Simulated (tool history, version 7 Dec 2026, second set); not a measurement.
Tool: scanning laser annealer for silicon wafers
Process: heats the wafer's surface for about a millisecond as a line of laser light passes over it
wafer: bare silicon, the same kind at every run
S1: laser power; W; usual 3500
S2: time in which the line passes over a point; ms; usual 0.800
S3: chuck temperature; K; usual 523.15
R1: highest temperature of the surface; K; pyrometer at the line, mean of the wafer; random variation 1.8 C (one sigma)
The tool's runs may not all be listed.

run 1 hour=0.0 | S1=3500 S2=0.800 S3=523.15 | R1=1301.15
run 2 hour=12.4 | S1=3500 S2=0.800 S3=523.15 | R1=1305.15
run 3 hour=25.7 | S1=3500 S2=0.800 S3=490.15 | R1=1271.15
run 4 hour=40.0 | S1=3500 S2=0.800 S3=490.15 | R1=1270.15
run 5 hour=51.2 | S1=3500 S2=0.800 S3=523.15 | R1=1301.15
run 6 hour=66.5 | S1=3753 S2=0.800 S3=523.15 | R1=1354.15
-- hour=73.9 window over the wafer cleaned
run 7 hour=77.2 | S1=3753 S2=0.800 S3=523.15 | R1=1374.15
run 8 hour=88.4 | S1=3753 S2=0.800 S3=523.15 | R1=1374.15
run 9 hour=97.1 | S1=3785 S2=0.640 S3=485.15 | R1=1257.15
run 10 hour=104.2 | S1=3785 S2=0.564 S3=530.15 | R1=1261.15
run 11 hour=118.2 | S1=3306 S2=0.904 S3=523.15 | R1=1324.15
run 12 hour=126.9 | S1=3178 S2=0.904 S3=523.15 | R1=1292.15
run 13 hour=139.1 | S1=3099 S2=0.860 S3=523.15 | R1=1256.15
run 14 hour=148.3 | S1=3387 S2=0.880 S3=561.15 | R1=1363.15

Forecast each of these 4 alternatives for the next run:
run A hour=157.5 | S1=3387 S2=0.603 S3=561.15 | R1=?
run B hour=157.5 | S1=3183 S2=0.880 S3=551.15 | R1=?
run C hour=157.5 | S1=3567 S2=0.773 S3=539.15 | R1=?
run D hour=157.5 | S1=3639 S2=0.870 S3=523.15 | R1=?

run=A R1=1238.15
run=B R1=1313.15
run=C R1=1334.15
run=D R1=1380.15
Without the tool's hidden state the same runs would have given:
run=A R1=1252.15
run=B R1=1329.15
run=C R1=1350.15
run=D R1=1398.15
